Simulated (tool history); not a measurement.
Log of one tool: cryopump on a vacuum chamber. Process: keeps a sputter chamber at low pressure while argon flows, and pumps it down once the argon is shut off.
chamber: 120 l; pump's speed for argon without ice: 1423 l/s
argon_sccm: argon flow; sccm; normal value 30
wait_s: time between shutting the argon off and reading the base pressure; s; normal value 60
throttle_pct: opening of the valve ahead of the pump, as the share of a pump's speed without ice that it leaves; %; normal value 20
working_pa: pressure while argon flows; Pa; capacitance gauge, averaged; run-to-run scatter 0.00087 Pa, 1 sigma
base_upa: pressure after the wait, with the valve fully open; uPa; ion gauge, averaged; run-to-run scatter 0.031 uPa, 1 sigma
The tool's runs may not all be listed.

run   hour  argon_sccm  wait_s  throttle_pct  working_pa  base_upa
  1      0          30      60            20      0.1828      1.97
  2   21.2          30      60            20      0.1811      1.96
  3     49          23      60            20      0.1403      2.01
  4   66.5          23      60            20      0.1391      2.05
  5   86.3          30      60            52      0.0726       2.1
  6  115.7          30      60            20      0.1821      2.13
  7  143.8          38      60            20       0.232      2.23
  8  180.6          38      60            25      0.1877      2.27
  9  215.2          38      60            25      0.1867      2.39
 10  245.1          38      60            25      0.1886      2.35
 11  261.8          38      60            25      0.1882      2.41
     271.2  -- pump warmed up, emptied and cooled again
 12  283.1          38      60            25      0.1814      2.33
 13  298.6          38      60            25      0.1813       2.4
 14  321.2          38      60            25      0.1816      2.42
 15  351.1          38      60            25      0.1838      2.42
 16  389.2          30      60            17      0.2093      2.53
 17    408          30      60            17      0.2103      2.59
 18  430.1          30     209            20      0.1812       1.6
 19  468.9          26      21            53        0.06      5.08
 20  492.5          33      87            53      0.0773      2.32
 21  519.9          59      59            37      0.1948      2.73
 22  547.4          36     293            24      0.1818      1.76
 23  579.2          30      32            20      0.1823       4.1
 24  596.1          30      32            20      0.1819      4.09
 25  624.2          29     259            21      0.1683      1.83
 26  644.3          29     259            21      0.1681      1.93
 27  679.1          30      60            28      0.1311      3.01

What will run 28 give?
 28  712.5          30      71            28           ?         ?

working_pa: 0.1326 Pa
base_upa: 2.9 uPa
The same run, on a tool lacking any hidden state, would have yielded working_pa 0.1277 Pa, base_upa 1.36 uPa.
